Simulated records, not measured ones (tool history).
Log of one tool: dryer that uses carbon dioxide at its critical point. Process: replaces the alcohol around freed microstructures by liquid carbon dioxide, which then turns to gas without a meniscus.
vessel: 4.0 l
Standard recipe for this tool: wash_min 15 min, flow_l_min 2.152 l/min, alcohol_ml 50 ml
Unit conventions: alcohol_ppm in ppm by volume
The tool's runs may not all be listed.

run   hour  wash_min  flow_l_min  alcohol_ml  alcohol_ppm
  1      0        15       2.152          50           68
  2   22.3        15       2.152          50           67
  3   38.9        15       2.152          50           81
  4     62        15       2.152          50           79
      78.1  -- inlet filter changed
  5     81        15       2.152          50           62
  6   99.4        15       2.152          50           56
  7  115.2        15       2.152          50           66
  8  136.6        15       2.152          50           65
  9  151.1        15       2.152          50           67
 10  169.1        15        1.66          35          123
 11  179.3        15        1.66          35          121
 12  190.1        21        2.92          49           34
 13  203.3        21        2.92          49           39
 14  215.7        16        2.17          95           81
 15  236.9        12        2.08          50          180
 16  257.8        12        2.78          21           52
 17  270.5        21       2.152          37           40

Some steps in alcohol_ppm between neighbouring runs. How much of each would the tool show without its hidden state too (settings, what came in, random variation), and how much is left for the hidden state, with any gauge scatter that isn't in both results?
Hidden conditions of the tool in this case: flow that reaches the vessel past the clogged filter, %; alcohol in the recycled carbon dioxide, ppm; drift of the gauge itself on alcohol_ppm, %.
Run 4 -> 5: inlet filter changed. alcohol_ppm -17 ppm by volume: hidden state -18, all else +1.
Run 15 -> 16: flow_l_min 2.08 -> 2.78, alcohol_ml 50 -> 21. alcohol_ppm -128 ppm by volume: hidden state -9, all else -119.
